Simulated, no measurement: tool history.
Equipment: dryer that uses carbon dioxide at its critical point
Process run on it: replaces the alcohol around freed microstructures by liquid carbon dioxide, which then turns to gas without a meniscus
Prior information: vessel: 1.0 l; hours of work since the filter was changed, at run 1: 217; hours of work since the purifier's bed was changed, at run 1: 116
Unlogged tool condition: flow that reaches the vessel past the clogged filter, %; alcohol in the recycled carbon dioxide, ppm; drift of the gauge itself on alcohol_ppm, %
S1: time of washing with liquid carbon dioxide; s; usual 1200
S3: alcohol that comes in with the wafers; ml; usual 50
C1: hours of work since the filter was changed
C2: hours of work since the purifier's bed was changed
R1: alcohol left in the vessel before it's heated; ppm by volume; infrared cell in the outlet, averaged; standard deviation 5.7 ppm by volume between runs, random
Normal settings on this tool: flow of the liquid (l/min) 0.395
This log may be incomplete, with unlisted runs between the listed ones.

{"run": 1, "hour": 0.0, "S1": 1200, "flow of the liquid (l/min)": 0.395, "S3": 50, "C1": 217, "C2": 116, "R1": 239}
{"run": 2, "hour": 19.0, "S1": 1200, "flow of the liquid (l/min)": 0.395, "S3": 50, "C1": 223, "C2": 121, "R1": 247}
{"run": 3, "hour": 41.6, "S1": 1200, "flow of the liquid (l/min)": 0.395, "S3": 50, "C1": 230, "C2": 128, "R1": 250}
{"run": 4, "hour": 71.2, "S1": 1200, "flow of the liquid (l/min)": 0.395, "S3": 111, "C1": 239, "C2": 137, "R1": 534}
{"run": 5, "hour": 90.4, "S1": 1200, "flow of the liquid (l/min)": 0.395, "S3": 111, "C1": 245, "C2": 143, "R1": 543}
{"run": 6, "hour": 121.9, "S1": 1200, "flow of the liquid (l/min)": 0.395, "S3": 20, "C1": 254, "C2": 153, "R1": 128}
{"run": 7, "hour": 148.1, "S1": 1200, "flow of the liquid (l/min)": 0.395, "S3": 20, "C1": 262, "C2": 161, "R1": 128}
{"run": 8, "hour": 168.0, "S1": 1200, "flow of the liquid (l/min)": 0.395, "S3": 20, "C1": 268, "C2": 167, "R1": 118}
{"run": 9, "hour": 190.9, "S1": 1200, "flow of the liquid (l/min)": 0.395, "S3": 50, "C1": 275, "C2": 174, "R1": 273}
{"run": 10, "hour": 213.5, "S1": 1200, "flow of the liquid (l/min)": 0.395, "S3": 25, "C1": 282, "C2": 181, "R1": 149}
{"run": 11, "hour": 230.8, "S1": 1200, "flow of the liquid (l/min)": 0.395, "S3": 25, "C1": 288, "C2": 186, "R1": 159}
{"run": 12, "hour": 256.1, "S1": 1200, "flow of the liquid (l/min)": 0.395, "S3": 25, "C1": 295, "C2": 194, "R1": 163}
{"run": 13, "hour": 272.1, "S1": 1260, "flow of the liquid (l/min)": 0.395, "S3": 25, "C1": 300, "C2": 199, "R1": 130}
{"run": 14, "hour": 300.6, "S1": 1260, "flow of the liquid (l/min)": 0.395, "S3": 25, "C1": 309, "C2": 208, "R1": 136}
{"run": 15, "hour": 320.6, "S1": 1260, "flow of the liquid (l/min)": 0.452, "S3": 95, "C1": 315, "C2": 214, "R1": 201}
{"run": 16, "hour": 339.8, "S1": 1500, "flow of the liquid (l/min)": 0.452, "S3": 44, "C1": 321, "C2": 220, "R1": 71}
{"run": 17, "hour": 365.1, "S1": 1860, "flow of the liquid (l/min)": 0.442, "S3": 50, "C1": 329, "C2": 227, "R1": 54}
{"run": 18, "hour": 395.3, "S1": 720, "flow of the liquid (l/min)": 0.27, "S3": 36, "C1": 338, "C2": 237, "R1": 4001}
{"run": 19, "hour": 412.1, "S1": 1920, "flow of the liquid (l/min)": 0.414, "S3": 36, "C1": 343, "C2": 242, "R1": 51}
{"run": 20, "hour": 429.0, "S1": 1200, "flow of the liquid (l/min)": 0.248, "S3": 38, "C1": 348, "C2": 247, "R1": 1378}
{"run": 21, "hour": 445.2, "S1": 1200, "flow of the liquid (l/min)": 0.248, "S3": 38, "C1": 353, "C2": 252, "R1": 1352}
{"run": 22, "hour": 459.6, "S1": 1200, "flow of the liquid (l/min)": 0.573, "S3": 49, "C1": 358, "C2": 256, "R1": 77}
{"run": 23, "hour": 491.9, "S1": 1200, "flow of the liquid (l/min)": 0.259, "S3": 95, "C1": 367, "C2": 266, "R1": 2905}
{"run": 24, "hour": 508.9, "S1": 1080, "flow of the liquid (l/min)": 0.316, "S3": 95, "C1": 373, "C2": 271, "R1": 2122}
{"run": 25, "hour": 525.4, "S1": 840, "flow of the liquid (l/min)": 0.268, "S3": 31, "C1": 378, "C2": 277, "R1": 2521}
{"run": 26, "hour": 550.2, "S1": 1560, "flow of the liquid (l/min)": 0.33, "S3": 47, "C1": 385, "C2": 284, "R1": 196}
{"run": 27, "hour": 573.7, "S1": 1080, "flow of the liquid (l/min)": 0.471, "S3": 29, "C1": 393, "C2": 291, "R1": 169}
{"run": 28, "hour": 596.0, "S1": 1680, "flow of the liquid (l/min)": 0.395, "S3": 50, "C1": 399, "C2": 298, "R1": 97}

Below, some changes in R1 between adjacent runs. For each, the amount present without the hidden state too (settings, incoming material, random variation) and the amount remaining for the hidden state with gauge scatter not shared by both compared results:
Run 17 -> 18: S1 1860 -> 720, flow of the liquid (l/min) 0.442 -> 0.270, S3 50 -> 36. R1 +3947 ppm by volume: hidden state +435, all else +3512.
Run 18 -> 19: S1 720 -> 1920, flow of the liquid (l/min) 0.270 -> 0.414. R1 -3950 ppm by volume: hidden state -431, all else -3519.
Run 22 -> 23: flow of the liquid (l/min) 0.573 -> 0.259, S3 49 -> 95. R1 +2828 ppm by volume: hidden state +513, all else +2315.
